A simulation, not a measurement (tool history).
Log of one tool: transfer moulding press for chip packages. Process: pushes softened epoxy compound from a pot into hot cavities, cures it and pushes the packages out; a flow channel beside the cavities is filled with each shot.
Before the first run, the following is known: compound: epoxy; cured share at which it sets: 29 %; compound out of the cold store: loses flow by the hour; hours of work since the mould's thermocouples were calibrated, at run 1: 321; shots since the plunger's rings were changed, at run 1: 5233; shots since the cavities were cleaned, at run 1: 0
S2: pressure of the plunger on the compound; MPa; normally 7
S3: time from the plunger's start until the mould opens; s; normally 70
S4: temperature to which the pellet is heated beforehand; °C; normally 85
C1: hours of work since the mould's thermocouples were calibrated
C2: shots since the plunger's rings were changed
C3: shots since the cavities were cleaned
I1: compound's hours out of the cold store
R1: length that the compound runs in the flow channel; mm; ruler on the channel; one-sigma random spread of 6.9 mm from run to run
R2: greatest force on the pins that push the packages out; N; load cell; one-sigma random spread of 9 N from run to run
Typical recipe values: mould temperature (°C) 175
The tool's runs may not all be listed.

Run 1, hour 0: usual settings; C1 321; C2 5233; C3 0; I1 31.7. Result: R1 688 mm, R2 397 N.
Run 2, hour 11: usual settings; C1 327; C2 5390; C3 157; I1 43.8. Result: R1 654 mm, R2 448 N.
Run 3, hour 23.9: usual settings but S4 78 °C; C1 335; C2 5573; C3 340; I1 37.1. Result: R1 675 mm, R2 530 N.
Run 4, hour 40.3: usual settings but mould temperature (°C) 172; C1 345; C2 5805; C3 572; I1 37.2. Result: R1 669 mm, R2 714 N.
Run 5, hour 51.5: usual settings but mould temperature (°C) 172; C1 352; C2 5965; C3 732; I1 28.3. Result: R1 684 mm, R2 707 N.
At hour 64.9: cavities cleaned with cleaning compound and waxed.
Run 6, hour 65: usual settings but mould temperature (°C) 176; C1 360; C2 6135; C3 1; I1 45.7. Result: R1 645 mm, R2 393 N.
At hour 72.8: plunger's sealing rings changed.
Run 7, hour 81.8: usual settings but mould temperature (°C) 180; C1 368; C2 128; C3 204; I1 9.1. Result: R1 809 mm, R2 380 N.
Run 8, hour 100.6: usual settings but mould temperature (°C) 177, S2 5.73 MPa, S3 58 s; C1 380; C2 396; C3 472; I1 31.5. Result: R1 699 mm, R2 816 N.
Run 9, hour 112.2: usual settings but S2 5.49 MPa, S3 96 s, S4 94 °C; C1 387; C2 560; C3 636; I1 34.4. Result: R1 668 mm, R2 345 N.
Run 10, hour 124.6: usual settings but mould temperature (°C) 170, S2 6.5 MPa, S3 96 s, S4 94 °C; C1 394; C2 737; C3 813; I1 10.1. Result: R1 788 mm, R2 419 N.
At hour 133.1: cavities cleaned with cleaning compound and waxed.
Run 11, hour 143.1: usual settings but mould temperature (°C) 170, S2 6.5 MPa, S3 96 s, S4 94 °C; C1 405; C2 978; C3 142; I1 15.6. Result: R1 773 mm, R2 336 N.
Run 12, hour 153.5: usual settings but mould temperature (°C) 183, S2 6.5 MPa, S3 82 s, S4 94 °C; C1 411; C2 1125; C3 289; I1 44.4. Result: R1 688 mm, R2 319 N.
Run 13, hour 177.1: usual settings but mould temperature (°C) 181, S3 78 s, S4 84 °C; C1 426; C2 1461; C3 625; I1 23. Result: R1 752 mm, R2 357 N.
At hour 198: cavities cleaned with cleaning compound and waxed.
Run 14, hour 198.2: usual settings but mould temperature (°C) 177, S4 94 °C; C1 438; C2 1740; C3 4; I1 15.9. Result: R1 782 mm, R2 349 N.

4 options for the next run, each taken on its own from the tool as it stands now. Forecast them:
Run A, hour 216.2: usual settings but mould temperature (°C) 177, S3 80 s, S4 94 °C; C1 449; C2 1995; C3 259; I1 28.6. Result: R1 ?, R2 ?.
Run B, hour 216.2: usual settings but mould temperature (°C) 179, S2 8.48 MPa, S3 81 s, S4 94 °C; C1 449; C2 1995; C3 259; I1 20.3. Result: R1 ?, R2 ?.
Run C, hour 216.2: usual settings but mould temperature (°C) 177, S4 94 °C; C1 449; C2 1995; C3 259; I1 21.6. Result: R1 ?, R2 ?.
Run D, hour 216.2: usual settings but mould temperature (°C) 168, S2 8.54 MPa, S3 50 s; C1 449; C2 1995; C3 259; I1 9.2. Result: R1 ?, R2 ?.

run   R1    R2
  A  739   341
  B  842   318
  C  761   430
  D  908  1638
The same runs, with their run-to-run variation unchanged, on a tool lacking any hidden condition would have given:
run   R1    R2
  A  769   278
  B  876   261
  C  792   346
  D  945  1335

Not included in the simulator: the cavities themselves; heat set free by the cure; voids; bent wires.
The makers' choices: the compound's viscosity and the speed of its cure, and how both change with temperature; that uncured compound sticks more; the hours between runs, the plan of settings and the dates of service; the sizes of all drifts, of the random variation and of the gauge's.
